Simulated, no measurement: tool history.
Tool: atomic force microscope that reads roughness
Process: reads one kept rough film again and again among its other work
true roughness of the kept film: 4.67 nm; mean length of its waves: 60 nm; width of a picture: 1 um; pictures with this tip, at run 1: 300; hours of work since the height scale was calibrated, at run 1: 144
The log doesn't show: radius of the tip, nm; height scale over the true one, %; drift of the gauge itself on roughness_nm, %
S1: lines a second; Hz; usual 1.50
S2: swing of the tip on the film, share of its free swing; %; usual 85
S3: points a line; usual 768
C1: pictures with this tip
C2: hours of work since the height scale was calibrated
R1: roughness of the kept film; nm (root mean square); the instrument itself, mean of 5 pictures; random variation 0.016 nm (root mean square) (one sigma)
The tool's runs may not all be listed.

run,hour,S1,S2,S3,C1,C2,R1
1,0.0,1.50,85,768,300,144,3.391
# hour 1.4: new tip fitted
2,11.0,1.50,85,768,16,152,3.965
3,17.0,1.50,85,768,26,157,3.945
4,28.6,1.50,85,678,45,166,3.914
5,41.2,1.50,85,768,66,176,3.819
6,50.5,1.50,85,768,81,183,3.827
7,57.2,1.50,85,768,92,189,3.780
# hour 59.1: height scale calibrated on a step standard
8,67.9,1.50,85,768,109,7,3.764
9,77.2,1.50,69,421,124,14,3.969
10,85.2,1.50,85,429,137,21,3.700
11,94.1,1.08,84,996,152,28,3.803
# hour 96.0: height scale calibrated on a step standard, once more
12,103.0,1.08,70,315,165,6,3.912
13,109.4,2.38,64,964,176,11,3.832
14,122.4,2.38,64,964,197,21,3.775
15,129.1,2.38,64,964,208,26,3.782
16,138.5,1.50,85,438,224,34,3.538

Forecast each of these 3 alternatives for the next run:
A,147.2,1.50,85,1000,238,41,?
B,147.2,1.50,70,754,238,41,?
C,147.2,1.50,81,768,238,41,?

run,R1
A,3.559
B,3.710
C,3.590
Without the tool's hidden state the same runs would have given:
run,R1
A,4.041
B,4.213
C,4.075
